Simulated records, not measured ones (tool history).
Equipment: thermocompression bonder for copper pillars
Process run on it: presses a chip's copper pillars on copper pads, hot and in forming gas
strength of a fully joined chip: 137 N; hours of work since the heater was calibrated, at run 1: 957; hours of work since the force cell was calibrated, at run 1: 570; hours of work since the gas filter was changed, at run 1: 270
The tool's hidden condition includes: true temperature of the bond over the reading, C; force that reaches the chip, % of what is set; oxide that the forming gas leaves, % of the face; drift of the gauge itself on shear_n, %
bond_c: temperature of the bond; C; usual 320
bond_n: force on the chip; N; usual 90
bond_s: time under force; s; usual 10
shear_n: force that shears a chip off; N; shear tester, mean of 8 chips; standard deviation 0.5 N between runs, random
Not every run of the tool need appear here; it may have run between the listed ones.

run     day  bond_c  bond_n  bond_s  hours of work since the heater was calibrated  hours of work since the force cell was calibrated  hours of work since the gas filter was changed  shear_n
  1   0.000     320      90      10                                            957                                                570                                             270     93.4
  2   1.117     320      90      10                                            971                                                583                                             283     92.6
  3   2.496     320      90      10                                            988                                                600                                             300     92.9
  4   4.267     320      90      10                                           1009                                                622                                             321     91.7
  5   6.842     333      90      10                                           1040                                                653                                             353    102.0
  6   8.000     333      90      19                                           1055                                                667                                             367    113.9
  7  10.546     333      90      19                                           1085                                                698                                             398    113.3
  8  12.162     333      90      19                                           1105                                                717                                             417    111.2
  9  14.650     333      90      19                                           1135                                                748                                             448    112.3
     15.783  -- forming gas filter changed
 10  16.308     333      90      19                                           1155                                                768                                               6    119.6
 11  18.633     320      90      10                                           1183                                                796                                              35     95.2
 12  19.808     320      90      10                                           1198                                                810                                              49     95.0
     20.692  -- heater calibrated with a thermocouple chip
 13  21.342     320      90      10                                              8                                                828                                              66     99.4
 14  23.579     320      90      10                                             35                                                855                                              94    100.7
 15  24.683     320      61      10                                             48                                                868                                             107     80.5
 16  26.617     320      90      10                                             72                                                892                                             131     97.5
     26.888  -- force cell calibrated
 17  29.225     320      90      10                                            103                                                 28                                             161     98.5
 18  30.983     320      90      10                                            124                                                 50                                             183     98.7
 19  33.329     320      75      10                                            153                                                 78                                             211     89.9
 20  34.962     320     115      10                                            173                                                 98                                             231    107.7
 21  36.233     330     118      10                                            188                                                114                                             247    116.2
 22  37.892     345      90       7                                            208                                                134                                             267    107.7
     38.642  -- force cell calibrated, once more
 23  40.046     345      90       7                                            234                                                 17                                             292    104.5
 24  42.667     341      80       7                                            265                                                 49                                             324     96.9
 25  44.908     341      94      12                                            293                                                 76                                             351    113.4
 26  46.383     330      73      10                                            311                                                 94                                             369     91.7
 27  48.362     306     117      10                                            335                                                118                                             393     92.5
 28  50.679     318      62       8                                            363                                                146                                             421     67.9
 29  52.329     315      90      13                                            383                                                166                                             441     94.2
     53.900  -- forming gas filter changed
 30  54.100     320      84      10                                            404                                                188                                               2     93.8
 31  56.333     305      95      13                                            431                                                215                                              30     92.4
 32  57.904     304      58       7                                            450                                                234                                              49     53.2
 33  59.450     347      90      10                                            469                                                252                                              67    116.3
 34  61.258     347      90      10                                            491                                                274                                              89    115.7
 35  62.767     347      90      10                                            509                                                293                                             108    115.9
 36  64.350     337      75      17                                            528                                                312                                             127    112.6
 37  66.029     337      75      17                                            549                                                332                                             147    112.2
 38  67.388     337      75      28                                            565                                                349                                             164    119.7

What if the next run were any one of these 3? Each begins from the tool's condition after run 38:
  A  69.796     328      90      10                                            595                                                378                                             193        ?
  B  69.796     301     103      20                                            595                                                378                                             193        ?
  C  69.796     316      75      28                                            595                                                378                                             193        ?

run  shear_n
  A    100.6
  B     99.9
  C    106.1
Had the tool no hidden state, the same runs would have come out as:
run  shear_n
  A    106.5
  B    106.2
  C    112.1
